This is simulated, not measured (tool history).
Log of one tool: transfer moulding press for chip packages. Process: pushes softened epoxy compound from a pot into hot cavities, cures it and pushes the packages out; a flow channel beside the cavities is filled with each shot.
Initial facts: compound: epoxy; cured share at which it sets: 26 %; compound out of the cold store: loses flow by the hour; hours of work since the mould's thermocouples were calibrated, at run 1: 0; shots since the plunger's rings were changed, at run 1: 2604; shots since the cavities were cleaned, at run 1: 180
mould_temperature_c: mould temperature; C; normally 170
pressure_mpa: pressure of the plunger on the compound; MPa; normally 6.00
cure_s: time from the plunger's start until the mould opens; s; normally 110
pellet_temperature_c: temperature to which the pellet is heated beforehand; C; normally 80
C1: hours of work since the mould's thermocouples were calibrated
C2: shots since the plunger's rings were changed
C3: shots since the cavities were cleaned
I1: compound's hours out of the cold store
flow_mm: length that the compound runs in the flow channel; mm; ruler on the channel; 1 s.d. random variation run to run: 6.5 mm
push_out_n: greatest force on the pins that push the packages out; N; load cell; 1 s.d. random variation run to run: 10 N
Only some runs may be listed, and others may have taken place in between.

Run 1, hour 0.0: usual settings; C1 0; C2 2604; C3 180; I1 17.6. Result: flow_mm 717 mm, push_out_n 544 N.
Run 2, hour 15.3: usual settings; C1 9; C2 2765; C3 341; I1 34.4. Result: flow_mm 664 mm, push_out_n 580 N.
Run 3, hour 29.8: usual settings; C1 18; C2 2919; C3 495; I1 10.9. Result: flow_mm 743 mm, push_out_n 667 N.
Run 4, hour 44.1: usual settings; C1 27; C2 3070; C3 646; I1 19.1. Result: flow_mm 706 mm, push_out_n 649 N.
Run 5, hour 63.6: usual settings but mould_temperature_c 172 C; C1 38; C2 3276; C3 852; I1 29.7. Result: flow_mm 657 mm, push_out_n 624 N.
At hour 78.0: cavities cleaned with cleaning compound and waxed.
Run 6, hour 78.7: usual settings; C1 47; C2 3419; C3 8; I1 45.1. Result: flow_mm 644 mm, push_out_n 439 N.
Run 7, hour 102.8: usual settings; C1 61; C2 3673; C3 262; I1 8.5. Result: flow_mm 720 mm, push_out_n 610 N.
Run 8, hour 124.8: usual settings; C1 74; C2 3905; C3 494; I1 13.7. Result: flow_mm 708 mm, push_out_n 654 N.
Run 9, hour 140.7: usual settings; C1 84; C2 4074; C3 663; I1 41.8. Result: flow_mm 638 mm, push_out_n 652 N.
Run 10, hour 164.6: usual settings but pellet_temperature_c 88 C; C1 98; C2 4326; C3 915; I1 28.4. Result: flow_mm 675 mm, push_out_n 666 N.
At hour 172.8: cavities cleaned with cleaning compound and waxed.
Run 11, hour 194.6: usual settings but mould_temperature_c 164 C; C1 116; C2 4627; C3 230; I1 27.9. Result: flow_mm 676 mm, push_out_n 802 N.
Run 12, hour 221.9: usual settings but mould_temperature_c 164 C; C1 132; C2 4916; C3 519; I1 33.5. Result: flow_mm 663 mm, push_out_n 876 N.
Run 13, hour 238.7: usual settings but mould_temperature_c 171 C; C1 142; C2 5093; C3 696; I1 25.8. Result: flow_mm 673 mm, push_out_n 651 N.
At hour 266.2: cavities cleaned with cleaning compound and waxed.
Run 14, hour 266.2: usual settings but mould_temperature_c 171 C; C1 158; C2 5367; C3 0; I1 17.2. Result: flow_mm 685 mm, push_out_n 440 N.
Run 15, hour 295.6: usual settings but mould_temperature_c 169 C, pressure_mpa 6.11 MPa, cure_s 141 s, pellet_temperature_c 84 C; C1 176; C2 5677; C3 310; I1 20.0. Result: flow_mm 676 mm, push_out_n 475 N.
Run 16, hour 313.5: usual settings but mould_temperature_c 169 C, pressure_mpa 6.11 MPa, cure_s 141 s, pellet_temperature_c 84 C; C1 187; C2 5867; C3 500; I1 27.1. Result: flow_mm 652 mm, push_out_n 515 N.
Run 17, hour 333.6: usual settings but mould_temperature_c 169 C, pressure_mpa 6.11 MPa, cure_s 141 s, pellet_temperature_c 84 C; C1 199; C2 6079; C3 712; I1 15.9. Result: flow_mm 678 mm, push_out_n 544 N.
Run 18, hour 357.7: usual settings but mould_temperature_c 169 C, pressure_mpa 5.00 MPa, cure_s 120 s, pellet_temperature_c 73 C; C1 213; C2 6334; C3 967; I1 46.3. Result: flow_mm 550 mm, push_out_n 628 N.
At hour 361.6: cavities cleaned with cleaning compound and waxed.
Run 19, hour 388.1: usual settings but mould_temperature_c 163 C, pressure_mpa 4.86 MPa, cure_s 102 s, pellet_temperature_c 89 C; C1 231; C2 6639; C3 280; I1 20.0. Result: flow_mm 599 mm, push_out_n 1011 N.
At hour 396.2: plunger's sealing rings changed.
Run 20, hour 420.5: usual settings but mould_temperature_c 175 C; C1 249; C2 257; C3 596; I1 10.4. Result: flow_mm 751 mm, push_out_n 569 N.
Run 21, hour 439.0: usual settings but mould_temperature_c 175 C, cure_s 101 s; C1 260; C2 452; C3 791; I1 36.2. Result: flow_mm 685 mm, push_out_n 620 N.
At hour 457.7: cavities cleaned with cleaning compound and waxed.
Run 22, hour 469.6: usual settings but pellet_temperature_c 86 C; C1 277; C2 759; C3 126; I1 17.0. Result: flow_mm 735 mm, push_out_n 526 N.
Run 23, hour 488.5: usual settings but pellet_temperature_c 86 C; C1 289; C2 958; C3 325; I1 24.5. Result: flow_mm 717 mm, push_out_n 584 N.
Run 24, hour 510.7: usual settings but pellet_temperature_c 86 C; C1 302; C2 1193; C3 560; I1 42.8. Result: flow_mm 677 mm, push_out_n 643 N.
Run 25, hour 540.4: usual settings but pressure_mpa 6.64 MPa, cure_s 138 s, pellet_temperature_c 83 C; C1 320; C2 1506; C3 873; I1 38.8. Result: flow_mm 707 mm, push_out_n 551 N.
At hour 551.5: cavities cleaned with cleaning compound and waxed.
Run 26, hour 554.5: usual settings but pressure_mpa 6.64 MPa, cure_s 138 s, pellet_temperature_c 83 C; C1 328; C2 1639; C3 31; I1 10.2. Result: flow_mm 793 mm, push_out_n 392 N.
Run 27, hour 572.9: usual settings but pressure_mpa 4.53 MPa, cure_s 106 s, pellet_temperature_c 83 C; C1 339; C2 1834; C3 226; I1 9.1. Result: flow_mm 656 mm, push_out_n 584 N.
Run 28, hour 594.6: usual settings but pressure_mpa 6.46 MPa, cure_s 109 s, pellet_temperature_c 75 C; C1 352; C2 2063; C3 455; I1 26.0. Result: flow_mm 719 mm, push_out_n 635 N.

Selected run-to-run steps in flow_mm, each split into two signed amounts: the part the tool would show with no hidden state at all (from settings, incoming material and random variation), and the remainder, which goes to the hidden state together with any gauge scatter not common to the measured and the hidden-state-free results:
The hidden state here: true mould temperature over the reading, C; pressure that reaches the compound, % of what is set; grip of the stained cavities, % over clean ones'; drift of the gauge itself on flow_mm, %; drift of the gauge itself on push_out_n, %.
Run 17 -> 18: pressure_mpa 6.11 -> 5.00, cure_s 141 -> 120, pellet_temperature_c 84 -> 73. flow_mm -128 mm: hidden state +11, all else -139.
Run 19 -> 20: mould_temperature_c 163 -> 175, pressure_mpa 4.86 -> 6.00, cure_s 102 -> 110, pellet_temperature_c 89 -> 80, plunger's sealing rings changed. flow_mm +152 mm: hidden state +68, all else +84.
Run 26 -> 27: pressure_mpa 6.64 -> 4.53, cure_s 138 -> 106. flow_mm -137 mm: hidden state +1, all else -138.

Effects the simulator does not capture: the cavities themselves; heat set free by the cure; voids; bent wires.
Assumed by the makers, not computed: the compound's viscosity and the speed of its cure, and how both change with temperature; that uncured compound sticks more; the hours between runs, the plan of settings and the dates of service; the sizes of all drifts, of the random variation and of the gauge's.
